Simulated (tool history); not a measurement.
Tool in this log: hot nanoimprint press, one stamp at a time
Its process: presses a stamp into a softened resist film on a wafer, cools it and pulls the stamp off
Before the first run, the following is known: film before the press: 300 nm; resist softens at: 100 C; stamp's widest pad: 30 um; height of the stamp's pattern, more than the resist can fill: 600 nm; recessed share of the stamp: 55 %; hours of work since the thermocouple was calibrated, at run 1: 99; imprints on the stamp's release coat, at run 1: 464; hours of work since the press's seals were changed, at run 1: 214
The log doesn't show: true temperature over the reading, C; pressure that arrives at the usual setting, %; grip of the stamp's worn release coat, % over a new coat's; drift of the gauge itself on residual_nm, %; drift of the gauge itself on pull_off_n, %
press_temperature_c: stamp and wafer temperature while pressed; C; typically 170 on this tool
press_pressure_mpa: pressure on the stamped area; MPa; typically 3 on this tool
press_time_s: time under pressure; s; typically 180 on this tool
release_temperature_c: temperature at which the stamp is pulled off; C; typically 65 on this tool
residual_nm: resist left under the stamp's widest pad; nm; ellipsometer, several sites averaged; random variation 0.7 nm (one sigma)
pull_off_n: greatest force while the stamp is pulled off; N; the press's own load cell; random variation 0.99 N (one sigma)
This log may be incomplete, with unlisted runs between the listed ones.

run     day  press_temperature_c  press_pressure_mpa  press_time_s  release_temperature_c  hours of work since the thermocouple was calibrated  imprints on the stamp's release coat  hours of work since the press's seals were changed  residual_nm  pull_off_n
  1       0                  170                   3           180                     65                                                   99                                   464                                                 214        138.3       165.4
  2   0.533                  170                   3           180                     65                                                  109                                   511                                                 224          139       167.6
  3   1.171                  170                   3           180                     65                                                  121                                   567                                                 236        138.7       168.5
  4   1.696                  170                   3           180                     65                                                  131                                   614                                                 246        138.3       167.8
  5   2.492                  170                   3           180                     65                                                  146                                   684                                                 261        138.2       170.7
  6     3.2                  170                   3           180                     65                                                  159                                   746                                                 274        137.3       168.6
  7     4.1                  170                3.56           180                     65                                                  176                                   825                                                 291          125       170.2
  8   4.792                  162                   3           180                     65                                                  189                                   886                                                 304        194.4       173.7
      5.862  -- stamp cleaned and given a new release coat
  9   5.967                  182                   3           180                     65                                                  206                                     9                                                 322         77.7       156.7
 10   6.379                  182                   3           180                     65                                                  214                                    46                                                 329         76.1       157.8
 11   7.254                  170                   3           180                     63                                                  231                                   123                                                 346        135.3       165.7
 12   7.921                  170                   3           180                     63                                                  243                                   181                                                 358        135.2       166.5
 13   8.567                  170                   3           180                     63                                                  255                                   238                                                 370        135.2       165.8
 14     9.5                  170                   3           180                     65                                                  273                                   320                                                 388        136.2       159.8
 15  10.004                  170                   3           180                     65                                                  282                                   365                                                 397        135.4         162
 16  10.404                  170                   3           103                     65                                                  290                                   400                                                 405        159.7         161
 17  10.842                  170                   3           232                     60                                                  298                                   438                                                 413        122.4       181.4
 18  11.242                  170                   3           232                     60                                                  306                                   474                                                 421        122.2       179.8
 19  11.717                  163                4.57           117                     60                                                  314                                   516                                                 430        172.1       181.3
 20  12.479                  170                2.61           178                     67                                                  329                                   583                                                 444        142.7         156
 21  12.875                  179                   3           252                     65                                                  336                                   617                                                 451         76.5       163.9
 22  13.504                  170                4.03            97                     65                                                  348                                   673                                                 463        140.1       163.9
 23  14.479                  170                4.03            97                     65                                                  366                                   758                                                 481        140.4       168.1
 24  15.275                  158                   3           100                     71                                                  381                                   829                                                 496        245.4       141.7
 25  15.675                  170                2.43           112                     53                                                  389                                   864                                                 504        168.5       219.3
 26  16.388                  170                2.34           112                     68                                                  402                                   927                                                 517        173.8       154.2
     16.996  -- stamp cleaned and given a new release coat
 27  17.383                  170                2.34           112                     68                                                  416                                    34                                                 531        173.1       140.9
 28  18.125                  170                2.34           112                     68                                                  430                                    99                                                 545        172.3       140.9
 29  19.075                  170                   3           180                     64                                                  448                                   183                                                 563        130.4         158
 30  20.046                  170                   3           180                     64                                                  466                                   269                                                 581        129.6       160.5

A few steps of residual_nm between consecutive runs. Split each: what settings, incoming material and random variation would produce without the hidden state, and what is left over for the hidden state, along with gauge scatter present in only one of the two compared results (measured, and without hidden state):
Run 8 -> 9: press_temperature_c 162 -> 182, stamp cleaned and given a new release coat. residual_nm -116.7 nm: hidden state +3.2, all else -119.9.
Run 20 -> 21: press_temperature_c 170 -> 179, press_pressure_mpa 2.61 -> 3, press_time_s 178 -> 252, release_temperature_c 67 -> 65. residual_nm -66.2 nm: hidden state +4.2, all else -70.4.
Run 21 -> 22: press_temperature_c 179 -> 170, press_pressure_mpa 3 -> 4.03, press_time_s 252 -> 97. residual_nm +63.6 nm: hidden state -3.3, all else +66.9.
Run 23 -> 24: press_temperature_c 170 -> 158, press_pressure_mpa 4.03 -> 3, press_time_s 97 -> 100, release_temperature_c 65 -> 71. residual_nm +105 nm: hidden state -0.8, all else +105.8.
Run 24 -> 25: press_temperature_c 158 -> 170, press_pressure_mpa 3 -> 2.43, press_time_s 100 -> 112, release_temperature_c 71 -> 53. residual_nm -76.9 nm: hidden state -2, all else -74.9.
